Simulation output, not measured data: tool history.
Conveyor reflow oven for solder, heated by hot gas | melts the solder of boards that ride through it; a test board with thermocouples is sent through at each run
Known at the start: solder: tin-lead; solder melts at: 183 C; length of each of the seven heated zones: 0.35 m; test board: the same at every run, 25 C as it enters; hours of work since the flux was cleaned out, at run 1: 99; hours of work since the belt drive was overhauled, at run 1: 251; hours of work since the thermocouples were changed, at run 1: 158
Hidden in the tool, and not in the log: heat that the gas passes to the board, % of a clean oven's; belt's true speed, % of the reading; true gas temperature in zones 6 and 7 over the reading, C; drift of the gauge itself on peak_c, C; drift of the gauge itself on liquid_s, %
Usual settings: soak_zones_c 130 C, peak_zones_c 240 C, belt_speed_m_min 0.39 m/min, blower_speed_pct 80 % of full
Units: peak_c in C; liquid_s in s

run   hour  soak_zones_c  peak_zones_c  belt_speed_m_min  blower_speed_pct  hours of work since the flux was cleaned out  hours of work since the belt drive was overhauled  hours of work since the thermocouples were changed  peak_c  liquid_s
  1      0           130           240              0.39                80                                            99                                                251                                                 158   223.2      82.5
  2    6.4           130           240              0.39                80                                           102                                                254                                                 161   222.7        83
  3   10.4           130           242              0.39                80                                           104                                                256                                                 163   224.2      84.4
  4     15           130           242              0.39                80                                           107                                                259                                                 165   224.6      84.3
  5   23.2           130           240              0.39                61                                           111                                                263                                                 170   215.1        72
  6   31.9           130           235              0.39                61                                           116                                                268                                                 174   211.1      67.1
  7   38.6           130           235              0.39                61                                           119                                                271                                                 178   211.3      67.4
  8   46.6           130           235              0.39                61                                           123                                                275                                                 182   211.4      68.3
  9   51.6           130           235              0.39                61                                           126                                                278                                                 185   211.2      67.7
 10   59.6           130           235              0.39                61                                           130                                                282                                                 189     211      67.1
 11   63.9           130           240              0.39                80                                           132                                                284                                                 191   223.1      82.3
 12   70.5           130           240              0.39                80                                           136                                                288                                                 194     222      82.2
 13   77.6           130           240              0.39                80                                           139                                                291                                                 198   222.6      82.4
 14   86.3           130           240              0.39                80                                           144                                                296                                                 203   222.3      81.6
 15   91.3           130           240              0.39                80                                           147                                                298                                                 205   222.3      82.9
 16     98           130           240              0.39                80                                           150                                                302                                                 209   222.2      82.9
 17  102.5           116           240             0.401                74                                           152                                                304                                                 211   217.1      67.7
 18  108.7           130           239             0.337                80                                           156                                                308                                                 214   226.7     100.1
 19  114.3           130           239             0.337                80                                           159                                                310                                                 217   226.2     100.2
 20  118.1           130           239             0.427                80                                           161                                                312                                                 219   218.2      70.4
 21  125.8           130           249             0.343                80                                           165                                                316                                                 223   234.9     105.9
 22    133           135           250             0.353                90                                           168                                                320                                                 227   238.5     108.2
 23  139.4           125           250              0.42                57                                           172                                                324                                                 230   215.9      64.9
 24  146.3           125           250              0.42                57                                           175                                                327                                                 234     216      65.3
 25  152.8           119           240              0.39                80                                           179                                                331                                                 237   220.1      75.4
 26  158.4           127           231             0.383                77                                           182                                                333                                                 240   213.8      72.6
 27  162.1           130           238              0.39                80                                           183                                                335                                                 242   220.2      79.9
 28  168.4           118           238             0.459                80                                           187                                                339                                                 245   211.3      53.6

5 ways to go on from here, each from the tool as it stands after run 28. What would each give?
  A  175.4           129           231              0.39                51                                           190                                                342                                                 249       ?         ?
  B  175.4           128           233             0.313                80                                           190                                                342                                                 249       ?         ?
  C  175.4           142           238             0.459                80                                           190                                                342                                                 249       ?         ?
  D  175.4           141           238             0.338                80                                           190                                                342                                                 249       ?         ?
  E  175.4           130           246             0.394                85                                           190                                                342                                                 249       ?         ?

run  peak_c  liquid_s
  A   202.3      50.9
  B   222.8     103.7
  C   217.6        69
  D   226.8       106
  E   228.4      86.3
Without the tool's hidden state the same runs would have given:
run  peak_c  liquid_s
  A   202.8      52.1
  B     223     104.5
  C   218.6      70.2
  D     227     106.3
  E   229.3      87.2

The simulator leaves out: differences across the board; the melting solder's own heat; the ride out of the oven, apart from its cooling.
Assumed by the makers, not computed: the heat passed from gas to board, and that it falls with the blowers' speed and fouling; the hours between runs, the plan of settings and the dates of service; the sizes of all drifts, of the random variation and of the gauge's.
